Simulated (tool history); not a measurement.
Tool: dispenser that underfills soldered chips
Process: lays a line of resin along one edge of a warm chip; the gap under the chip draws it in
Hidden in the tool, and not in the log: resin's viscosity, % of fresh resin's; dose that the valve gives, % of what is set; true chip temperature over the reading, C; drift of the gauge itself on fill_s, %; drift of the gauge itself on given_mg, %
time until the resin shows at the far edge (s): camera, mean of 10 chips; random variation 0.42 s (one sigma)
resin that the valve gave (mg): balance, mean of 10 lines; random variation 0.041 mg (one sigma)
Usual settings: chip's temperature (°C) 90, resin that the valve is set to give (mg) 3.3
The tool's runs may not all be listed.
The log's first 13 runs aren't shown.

run,hour,chip's temperature (°C),resin that the valve is set to give (mg),hours of work since the syringe was changed,hours of work since the valve was cleaned,hours of work since the stage was calibrated,time until the resin shows at the far edge (s),resin that the valve gave (mg)
14,51.9,90,3.3,7,59,87,45.5,3.13
# hour 54.9: new syringe of resin
15,55.3,102,3.3,0,62,89,18.1,3.13
16,57.7,102,3.3,2,64,91,20,3.13
17,60.3,102,3.3,4,66,93,22.6,3.19
18,63.3,90,3.76,7,68,96,43.3,3.55
19,65.9,84,3.09,9,70,98,66.9,2.93
# hour 66.8: new syringe of resin
20,69.1,95,3.44,2,72,100,28.4,3.18
21,73.8,90,3.29,6,76,104,42.6,3.06
22,77.6,85,3,9,79,107,64.7,2.77
# hour 78.8: new syringe of resin
23,80.2,85,3,1,81,109,41.1,2.87
24,83.9,85,3,4,84,112,49.8,2.78
25,86.9,90,4.1,6,86,114,43.8,3.82
# hour 90.6: new syringe of resin
26,90.6,90,4.1,0,89,117,30.2,3.74
27,93.8,93,3.4,3,92,119,31.2,3.14
28,98.7,80,3.03,6,95,123,71.6,2.78
29,101.7,91,3.02,9,98,125,50,2.77
# hour 102.4: new syringe of resin
30,105.8,83,3.67,3,101,129,50.8,3.33
31,108.1,83,3.67,5,103,130,55,3.34
32,111.6,100,3.66,7,105,133,29.6,3.29
# hour 114.2: new syringe of resin
33,116.3,100,3.66,2,109,137,21.3,3.31
34,120.8,100,3.66,5,112,140,26.3,3.29
35,123.9,78,3.32,8,115,143,84.9,2.98
# hour 125.8: new syringe of resin
36,126.5,90,3.81,1,117,144,32.5,3.41

5 ways to go on from here, each from the tool as it stands after run 36. What would each give?
A,131,76,3.03,4,120,148,?,?
B,131,90,4.06,4,120,148,?,?
C,131,97,3.55,4,120,148,?,?
D,131,103,2.97,4,120,148,?,?
E,131,92,2.84,4,120,148,?,?

run,time until the resin shows at the far edge (s),resin that the valve gave (mg)
A,79.9,2.73
B,38.1,3.59
C,28,3.24
D,23.5,2.65
E,38.3,2.53
Without the tool's hidden state the same runs would have given:
run,time until the resin shows at the far edge (s),resin that the valve gave (mg)
A,58.1,3.06
B,28.4,4.04
C,20.7,3.63
D,17.2,2.98
E,27.8,2.84

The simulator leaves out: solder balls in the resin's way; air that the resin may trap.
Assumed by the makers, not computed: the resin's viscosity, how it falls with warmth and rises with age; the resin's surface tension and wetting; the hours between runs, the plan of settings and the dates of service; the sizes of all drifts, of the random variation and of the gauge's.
